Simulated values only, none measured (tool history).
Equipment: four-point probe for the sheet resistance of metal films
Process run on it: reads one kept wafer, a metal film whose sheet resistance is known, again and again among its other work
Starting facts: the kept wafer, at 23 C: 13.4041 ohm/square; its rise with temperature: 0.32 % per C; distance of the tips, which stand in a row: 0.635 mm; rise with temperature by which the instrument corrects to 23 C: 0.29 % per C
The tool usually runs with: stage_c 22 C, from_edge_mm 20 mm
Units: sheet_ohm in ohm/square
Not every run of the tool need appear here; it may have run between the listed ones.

{"run": 1, "hour": 0.0, "stage_c": 22, "from_edge_mm": 20, "sheet_ohm": 13.420785}
{"run": 2, "hour": 97.3, "stage_c": 22, "from_edge_mm": 20, "sheet_ohm": 13.426245}
{"run": 3, "hour": 226.1, "stage_c": 22, "from_edge_mm": 20, "sheet_ohm": 13.43324}
{"run": 4, "hour": 304.3, "stage_c": 22, "from_edge_mm": 20, "sheet_ohm": 13.436563}
{"run": 5, "hour": 405.5, "stage_c": 22, "from_edge_mm": 20, "sheet_ohm": 13.43913}
{"run": 6, "hour": 546.2, "stage_c": 22, "from_edge_mm": 20, "sheet_ohm": 13.449451}
{"run": 7, "hour": 653.7, "stage_c": 22, "from_edge_mm": 20, "sheet_ohm": 13.451482}

Estimate the outcome of run 8 from the log above:
{"run": 8, "hour": 726.1, "stage_c": 21, "from_edge_mm": 70, "sheet_ohm": "?"}

sheet_ohm: 13.444778 ohm/square
The same run, on a tool lacking any hidden state, would have yielded sheet_ohm 13.393798 ohm/square.

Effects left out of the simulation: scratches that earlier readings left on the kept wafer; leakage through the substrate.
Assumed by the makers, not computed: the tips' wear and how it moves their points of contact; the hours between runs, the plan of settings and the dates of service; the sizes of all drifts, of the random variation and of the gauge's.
